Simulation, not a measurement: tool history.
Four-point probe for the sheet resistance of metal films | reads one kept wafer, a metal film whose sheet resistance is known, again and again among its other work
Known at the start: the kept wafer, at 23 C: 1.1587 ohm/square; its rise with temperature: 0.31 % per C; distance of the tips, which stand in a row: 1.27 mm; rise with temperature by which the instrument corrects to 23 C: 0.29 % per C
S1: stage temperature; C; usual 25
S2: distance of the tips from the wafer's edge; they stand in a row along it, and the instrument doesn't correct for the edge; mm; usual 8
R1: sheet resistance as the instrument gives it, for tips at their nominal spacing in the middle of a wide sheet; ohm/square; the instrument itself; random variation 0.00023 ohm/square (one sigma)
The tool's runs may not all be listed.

run,hour,S1,S2,R1
1,0,25,8,1.166938
2,40.6,25,8,1.166571
3,86,23,8,1.165505
4,111.9,23,8,1.16574
5,135.7,25,26,1.15237
6,171.4,25,26,1.152143
7,201.4,25,22,1.153183
8,243.4,25,8,1.165961
9,280.1,25,8,1.166032
10,309.3,25,46,1.150515
11,355.7,25,46,1.150836
12,401.4,25,46,1.150547
13,448.2,25,8,1.165275
14,484.9,25,8,1.165367
15,526.6,25,19,1.152646
16,568.6,25,19,1.152262
17,608,25,19,1.152194
18,627.5,25,7,1.169787
19,646.8,33,65,1.15156

Run 20 comes next. What will it give?
20,689.5,33,65,?

{"run 20": {"R1": 1.15188}}
Without the tool's hidden state the same run would have given R1 1.161723 ohm/square.
